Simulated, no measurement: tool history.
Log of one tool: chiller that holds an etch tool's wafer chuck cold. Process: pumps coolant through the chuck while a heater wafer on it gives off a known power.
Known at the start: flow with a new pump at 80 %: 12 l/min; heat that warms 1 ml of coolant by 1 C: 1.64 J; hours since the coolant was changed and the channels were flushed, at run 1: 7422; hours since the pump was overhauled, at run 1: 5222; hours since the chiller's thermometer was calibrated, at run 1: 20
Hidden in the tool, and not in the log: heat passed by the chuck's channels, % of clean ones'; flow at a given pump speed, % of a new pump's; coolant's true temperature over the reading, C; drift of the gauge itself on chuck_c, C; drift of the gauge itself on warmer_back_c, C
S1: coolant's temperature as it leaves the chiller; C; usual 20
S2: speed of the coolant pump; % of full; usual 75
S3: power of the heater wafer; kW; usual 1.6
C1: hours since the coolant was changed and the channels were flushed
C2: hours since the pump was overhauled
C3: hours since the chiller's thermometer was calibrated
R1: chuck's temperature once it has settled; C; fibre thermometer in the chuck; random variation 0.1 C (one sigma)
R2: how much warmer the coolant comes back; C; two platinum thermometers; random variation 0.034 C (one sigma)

Run 1, hour 0: usual settings; C1 7422; C2 5222; C3 20. Result: R1 43.1 C, R2 5.64 C.
Run 2, hour 151.7: usual settings; C1 7573; C2 5374; C3 172. Result: R1 43.3 C, R2 5.69 C.
Run 3, hour 265.2: usual settings; C1 7687; C2 5487; C3 285. Result: R1 43.2 C, R2 5.69 C.
Run 4, hour 428.1: usual settings; C1 7850; C2 5650; C3 448. Result: R1 43.3 C, R2 5.64 C.
Run 5, hour 498.7: usual settings; C1 7920; C2 5721; C3 519. Result: R1 43.3 C, R2 5.69 C.
Run 6, hour 614.7: usual settings but S2 69 % of full; C1 8036; C2 5837; C3 635. Result: R1 44.8 C, R2 6.25 C.
Run 7, hour 713.7: usual settings; C1 8135; C2 5936; C3 734. Result: R1 43.5 C, R2 5.7 C.
Run 8, hour 864.1: usual settings; C1 8286; C2 6086; C3 884. Result: R1 43.4 C, R2 5.75 C.
Run 9, hour 995.2: usual settings; C1 8417; C2 6217; C3 1015. Result: R1 43.5 C, R2 5.74 C.
Run 10, hour 1134.2: usual settings; C1 8556; C2 6356; C3 1154. Result: R1 43.6 C, R2 5.83 C.
Run 11, hour 1230.8: usual settings but S3 1.476 kW; C1 8652; C2 6453; C3 1251. Result: R1 41.7 C, R2 5.35 C.
Run 12, hour 1387.7: usual settings but S3 1.476 kW; C1 8809; C2 6610; C3 1408. Result: R1 41.9 C, R2 5.32 C.
Run 13, hour 1558.4: usual settings but S3 1.476 kW; C1 8980; C2 6780; C3 1579. Result: R1 41.9 C, R2 5.4 C.
Run 14, hour 1706.9: usual settings but S2 100 % of full; C1 9129; C2 6929; C3 1727. Result: R1 39.3 C, R2 4.33 C.
Run 15, hour 1783.9: usual settings but S2 100 % of full; C1 9206; C2 7006; C3 1804. Result: R1 39.3 C, R2 4.27 C.
At hour 1868.7: coolant changed, channels flushed.
Run 16, hour 1918: usual settings but S2 100 % of full; C1 49; C2 7134; C3 1932. Result: R1 38.1 C, R2 4.37 C.
Run 17, hour 2043.6: usual settings but S1 11 C, S2 99 % of full, S3 1.659 kW; C1 175; C2 7260; C3 2058. Result: R1 29.8 C, R2 4.54 C.
Run 18, hour 2165.8: usual settings but S1 13 C, S2 65 % of full, S3 1.504 kW; C1 297; C2 7382; C3 2180. Result: R1 36.1 C, R2 6.46 C.
Run 19, hour 2254.7: usual settings but S1 13 C, S2 65 % of full, S3 1.308 kW; C1 386; C2 7471; C3 2269. Result: R1 33.1 C, R2 5.63 C.
Run 20, hour 2326.5: usual settings but S2 93 % of full; C1 458; C2 7542; C3 2341. Result: R1 39.1 C, R2 4.69 C.
Run 21, hour 2412.6: usual settings but S2 77 % of full; C1 544; C2 7629; C3 2427. Result: R1 42 C, R2 5.7 C.
Run 22, hour 2506: usual settings but S2 76 % of full, S3 2.026 kW; C1 637; C2 7722; C3 2520. Result: R1 48 C, R2 7.38 C.
Run 23, hour 2666: usual settings but S3 1.026 kW; C1 797; C2 7882; C3 2680. Result: R1 34.3 C, R2 3.76 C.
Run 24, hour 2816.5: usual settings but S3 1.026 kW; C1 948; C2 8032; C3 2831. Result: R1 34.3 C, R2 3.78 C.
Run 25, hour 2978.2: usual settings but S3 1.026 kW; C1 1110; C2 8194; C3 2992. Result: R1 34.4 C, R2 3.78 C.
Run 26, hour 3120.2: usual settings but S1 29 C, S2 71 % of full, S3 1.244 kW; C1 1252; C2 8336; C3 3134. Result: R1 47.3 C, R2 4.92 C.
At hour 3237.8: chiller's thermometer calibrated.
Run 27, hour 3284.6: usual settings but S1 14 C, S2 73 % of full, S3 1.244 kW; C1 1415; C2 8500; C3 47. Result: R1 32.1 C, R2 4.85 C.
Run 28, hour 3399: usual settings but S1 13 C, S2 73 % of full, S3 1.455 kW; C1 1529; C2 8614; C3 161. Result: R1 34.4 C, R2 5.61 C.
Run 29, hour 3495.3: usual settings but S1 13 C, S2 73 % of full, S3 1.455 kW; C1 1626; C2 8710; C3 258. Result: R1 34.5 C, R2 5.62 C.
Run 30, hour 3580: usual settings but S2 90 % of full, S3 1.963 kW; C1 1710; C2 8795; C3 342. Result: R1 44.7 C, R2 6.12 C.
Run 31, hour 3660.5: usual settings but S1 12 C, S3 1.498 kW; C1 1791; C2 8875; C3 423. Result: R1 33.5 C, R2 5.58 C.
Run 32, hour 3801: usual settings but S1 12 C, S3 1.498 kW; C1 1931; C2 9016; C3 563. Result: R1 33.6 C, R2 5.59 C.

3 ways to go on from here, each from the tool as it stands after run 32. What would each give?
Run A, hour 3869.5: usual settings but S1 11 C, S2 72 % of full, S3 1.498 kW; C1 2000; C2 9084; C3 632. Result: R1 ?, R2 ?.
Run B, hour 3869.5: usual settings but S1 12 C, S2 62 % of full, S3 1.498 kW; C1 2000; C2 9084; C3 632. Result: R1 ?, R2 ?.
Run C, hour 3869.5: usual settings but S1 12 C, S2 74 % of full, S3 1.498 kW; C1 2000; C2 9084; C3 632. Result: R1 ?, R2 ?.

run    R1    R2
  A  33.3  5.92
  B    37  6.92
  C  33.9  5.79
Without the tool's hidden state the same runs would have given:
run    R1    R2
  A  30.7   5.1
  B    34  5.96
  C  31.2  4.98

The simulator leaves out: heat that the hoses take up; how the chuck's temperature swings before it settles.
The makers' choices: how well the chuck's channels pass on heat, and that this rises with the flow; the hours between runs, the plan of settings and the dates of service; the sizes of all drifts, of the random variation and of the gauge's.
